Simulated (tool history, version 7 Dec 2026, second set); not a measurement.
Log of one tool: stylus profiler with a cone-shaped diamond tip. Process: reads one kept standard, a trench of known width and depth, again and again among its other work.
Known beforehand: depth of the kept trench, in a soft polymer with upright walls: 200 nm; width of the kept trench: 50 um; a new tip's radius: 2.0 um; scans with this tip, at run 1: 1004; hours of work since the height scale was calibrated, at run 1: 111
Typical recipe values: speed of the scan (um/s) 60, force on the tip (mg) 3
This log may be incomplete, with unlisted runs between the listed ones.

| run | hour | speed of the scan (um/s) | force on the tip (mg) | scans with this tip | hours of work since the height scale was calibrated | depth of the trench (Å) | width of the trench's floor (µm) |
|---|---|---|---|---|---|---|---|
| 1 | 0 | 60 | 3 | 1004 | 111 | 2021.4 | 47.81 |
| 2 | 12.2 | 21 | 3 | 1089 | 120 | 2022 | 47.97 |
| 3 | 19.9 | 21 | 3 | 1142 | 126 | 2022.1 | 48.02 |
| 4 | 30.4 | 21 | 3 | 1214 | 134 | 2020.6 | 48.02 |
| 5 | 44.6 | 21 | 3 | 1313 | 145 | 2021 | 47.95 |
| 6 | 51.5 | 21 | 3 | 1360 | 150 | 2021.4 | 47.94 |
| 7 | 67.2 | 41 | 3 | 1469 | 162 | 2020.5 | 47.89 |
| 8 | 79.1 | 60 | 6.05 | 1552 | 171 | 2034.3 | 47.82 |
| 9 | 86.5 | 60 | 6.05 | 1603 | 177 | 2034.2 | 47.84 |
| 10 | 101.1 | 60 | 6.05 | 1703 | 188 | 2035 | 47.81 |
| 11 | 110.6 | 60 | 6.05 | 1769 | 195 | 2034.4 | 47.8 |
| 12 | 122 | 60 | 6.05 | 1849 | 204 | 2033.6 | 47.79 |
| 13 | 131 | 60 | 6.05 | 1911 | 211 | 2034.4 | 47.78 |
| 14 | 140.7 | 60 | 6.05 | 1978 | 218 | 2033.9 | 47.85 |
| 15 | 155.1 | 60 | 6.05 | 2077 | 229 | 2033.5 | 47.73 |
| 16 | 161.4 | 60 | 1.61 | 2121 | 234 | 2012.6 | 47.61 |
| 17 | 170.4 | 60 | 1.61 | 2184 | 241 | 2013.6 | 47.56 |
| 18 | 186 | 60 | 1.83 | 2291 | 253 | 2014.2 | 47.57 |
| 19 | 195.7 | 60 | 1.01 | 2359 | 260 | 2009.7 | 47.53 |
| 20 | 203.3 | 38 | 3 | 2411 | 266 | 2021 | 47.74 |
| 21 | 214.6 | 38 | 3 | 2489 | 275 | 2020.9 | 47.73 |
| 22 | 226.1 | 38 | 4.74 | 2569 | 284 | 2028 | 47.8 |
| 23 | 233.7 | 124 | 1.51 | 2621 | 289 | 2012.1 | 47.12 |
| 24 | 245.3 | 224 | 4.52 | 2701 | 298 | 2027 | 47.06 |
| 25 | 257.2 | 154 | 1.37 | 2784 | 307 | 2011 | 46.91 |
| 26 | 272.5 | 35 | 2.92 | 2890 | 319 | 2019 | 47.76 |
| 27 | 280.6 | 113 | 2.84 | 2946 | 325 | 2019.1 | 47.34 |
| 28 | 291.8 | 113 | 2.84 | 3024 | 334 | 2019.7 | 47.33 |
| 29 | 303.5 | 113 | 2.84 | 3104 | 343 | 2019.5 | 47.34 |
| 30 | 316.4 | 172 | 1.25 | 3194 | 353 | 2011.2 | 46.61 |
| 31 | 329.4 | 24 | 1.25 | 3284 | 363 | 2010.3 | 47.66 |
| 32 | 339.4 | 23 | 3 | 3353 | 370 | 2020.4 | 47.74 |
| 33 | 350.5 | 23 | 3 | 3430 | 379 | 2019.4 | 47.73 |
| 34 | 358.7 | 96 | 3 | 3487 | 385 | 2020.1 | 47.43 |
| 35 | 370 | 96 | 1.12 | 3565 | 394 | 2009 | 47.09 |
| 36 | 381.3 | 17 | 7.51 | 3643 | 402 | 2037.9 | 47.75 |
| 37 | 396.3 | 17 | 7.51 | 3747 | 414 | 2037.8 | 47.68 |
| 38 | 410.7 | 143 | 4.26 | 3846 | 425 | 2025.6 | 47.24 |

Estimate the outcome of run 39 from the log above:
| 39 | 421.7 | 143 | 4.26 | 3923 | 433 | ? | ? |

{"run 39": {"depth of the trench (Å)": 2025.9, "width of the trench's floor (µm)": 47.29}}
Take away the tool's hidden state, keep the run-to-run variation as it was, and the same run would have given depth of the trench (Å) 2028, width of the trench's floor (µm) 47.77.
